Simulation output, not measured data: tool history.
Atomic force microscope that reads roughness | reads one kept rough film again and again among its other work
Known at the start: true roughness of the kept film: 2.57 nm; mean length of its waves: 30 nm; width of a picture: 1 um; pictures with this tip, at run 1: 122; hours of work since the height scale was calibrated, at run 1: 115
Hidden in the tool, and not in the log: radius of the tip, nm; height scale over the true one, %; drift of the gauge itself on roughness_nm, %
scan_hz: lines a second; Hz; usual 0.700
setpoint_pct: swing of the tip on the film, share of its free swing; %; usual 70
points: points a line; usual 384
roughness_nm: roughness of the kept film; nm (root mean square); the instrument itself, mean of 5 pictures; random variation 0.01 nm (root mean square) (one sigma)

run,hour,scan_hz,setpoint_pct,points,pictures with this tip,hours of work since the height scale was calibrated,roughness_nm
1,0.0,0.700,70,384,122,115,2.019
# hour 12.3: new tip fitted
2,27.8,0.700,70,384,29,134,2.271
3,79.1,0.700,70,384,123,169,2.007
# hour 91.9: new tip fitted
4,121.2,0.700,70,384,54,199,2.199
# hour 170.7: new tip fitted
5,172.2,1.663,70,384,3,234,2.340
6,216.3,1.663,70,384,84,265,2.077
# hour 250.2: new tip fitted
7,252.2,3.952,70,384,3,289,2.225
8,285.3,3.952,70,384,65,313,2.057
9,327.5,3.952,70,384,142,342,1.873
# hour 330.8: new tip fitted
10,374.5,3.952,70,384,80,375,2.042
11,402.2,0.700,70,713,132,394,2.007
# hour 406.5: height scale calibrated on a step standard
# hour 412.8: new tip fitted
12,429.9,0.700,70,384,32,16,2.252
13,464.4,0.700,89,384,96,40,2.033
# hour 493.7: new tip fitted
14,495.5,0.700,89,384,3,62,2.302
15,531.0,0.700,89,384,69,86,2.100
16,564.6,1.934,70,384,131,110,1.946
# hour 568.6: height scale calibrated on a step standard, once more
# hour 576.8: new tip fitted
17,592.5,2.385,70,384,29,16,2.228
18,645.0,2.385,70,384,126,53,1.973
# hour 658.1: new tip fitted
19,690.8,2.385,70,346,60,85,2.132
20,723.0,2.385,85,346,120,107,1.909
# hour 738.4: new tip fitted
21,757.2,1.877,87,982,35,131,2.131
22,809.9,1.877,87,982,132,168,1.881
# hour 816.6: new tip fitted
23,843.7,0.593,87,982,50,191,2.212
24,891.2,0.700,61,1002,138,224,2.003
# hour 896.0: new tip fitted
25,917.9,0.700,70,667,41,242,2.281
26,942.8,1.318,70,339,87,260,2.113
# hour 976.3: new tip fitted
27,979.9,1.318,70,339,7,285,2.304
28,1015.5,1.318,70,339,72,310,2.116
29,1051.5,1.355,85,674,139,336,1.914
# hour 1057.1: new tip fitted
30,1090.2,1.598,89,384,61,362,2.031
31,1117.7,1.598,89,384,112,381,1.922
# hour 1136.4: new tip fitted
32,1163.7,1.598,89,384,50,413,2.086
33,1189.5,0.700,56,384,98,431,2.095

Hidden state at the last listed run before each entry between runs and at the first one after, where it differs:
Between runs 1 and 2: new tip fitted (hour 12.3)
  radius of the tip, nm: 21.9 -> 9.1; height scale over the true one, %: -0.13 -> -0.15
  measured less the result without the state, roughness_nm: -0.367 -> -0.103 nm (root mean square)
Between runs 3 and 4: new tip fitted (hour 91.9)
  radius of the tip, nm: 22.7 -> 12.3; height scale over the true one, %: -0.18 -> -0.2
  measured less the result without the state, roughness_nm: -0.382 -> -0.176 nm (root mean square)
Between runs 4 and 5: new tip fitted (hour 170.7)
  radius of the tip, nm: 12.3 -> 5.5; height scale over the true one, %: -0.2 -> -0.23
  measured less the result without the state, roughness_nm: -0.176 -> -0.017 nm (root mean square)
Between runs 6 and 7: new tip fitted (hour 250.2)
  radius of the tip, nm: 16.8 -> 5.7; height scale over the true one, %: -0.25 -> -0.27
  measured less the result without the state, roughness_nm: -0.267 -> -0.024 nm (root mean square)
Between runs 9 and 10: new tip fitted (hour 330.8)
  radius of the tip, nm: 24.2 -> 15; height scale over the true one, %: -0.32 -> -0.34
  measured less the result without the state, roughness_nm: -0.391 -> -0.225 nm (root mean square)
Between runs 11 and 12: height scale calibrated on a step standard (hour 406.5); new tip fitted (hour 412.8)
  radius of the tip, nm: 22.1 -> 10; height scale over the true one, %: -0.36 -> -0.48
  measured less the result without the state, roughness_nm: -0.377 -> -0.131 nm (root mean square)
Between runs 13 and 14: new tip fitted (hour 493.7)
  radius of the tip, nm: 18.4 -> 6; height scale over the true one, %: -0.5 -> -0.52
  measured less the result without the state, roughness_nm: -0.303 -> -0.036 nm (root mean square)
Between runs 16 and 17: height scale calibrated on a step standard, once more (hour 568.6); new tip fitted (hour 576.8)
  radius of the tip, nm: 23.1 -> 8.5; height scale over the true one, %: -0.56 -> -0.11
  measured less the result without the state, roughness_nm: -0.392 -> -0.086 nm (root mean square)
Between runs 18 and 19: new tip fitted (hour 658.1)
  radius of the tip, nm: 21.2 -> 12.8; height scale over the true one, %: -0.14 -> -0.17
  measured less the result without the state, roughness_nm: -0.346 -> -0.182 nm (root mean square)
Between runs 20 and 21: new tip fitted (hour 738.4)
  radius of the tip, nm: 20.3 -> 9.9; height scale over the true one, %: -0.19 -> -0.21
  measured less the result without the state, roughness_nm: -0.316 -> -0.117 nm (root mean square)
Between runs 22 and 23: new tip fitted (hour 816.6)
  radius of the tip, nm: 23.6 -> 12.1; height scale over the true one, %: -0.24 -> -0.26
  measured less the result without the state, roughness_nm: -0.378 -> -0.173 nm (root mean square)
Between runs 24 and 25: new tip fitted (hour 896.0)
  radius of the tip, nm: 24.1 -> 10.1; height scale over the true one, %: -0.28 -> -0.3
  measured less the result without the state, roughness_nm: -0.416 -> -0.132 nm (root mean square)
Between runs 26 and 27: new tip fitted (hour 976.3)
  radius of the tip, nm: 16.3 -> 6.1; height scale over the true one, %: -0.31 -> -0.33
  measured less the result without the state, roughness_nm: -0.260 -> -0.035 nm (root mean square)
Between runs 29 and 30: new tip fitted (hour 1057.1)
  radius of the tip, nm: 24.1 -> 14.6; height scale over the true one, %: -0.38 -> -0.4
  measured less the result without the state, roughness_nm: -0.396 -> -0.218 nm (root mean square)
Between runs 31 and 32: new tip fitted (hour 1136.4)
  radius of the tip, nm: 21.6 -> 12; height scale over the true one, %: -0.41 -> -0.44
  measured less the result without the state, roughness_nm: -0.349 -> -0.166 nm (root mean square)

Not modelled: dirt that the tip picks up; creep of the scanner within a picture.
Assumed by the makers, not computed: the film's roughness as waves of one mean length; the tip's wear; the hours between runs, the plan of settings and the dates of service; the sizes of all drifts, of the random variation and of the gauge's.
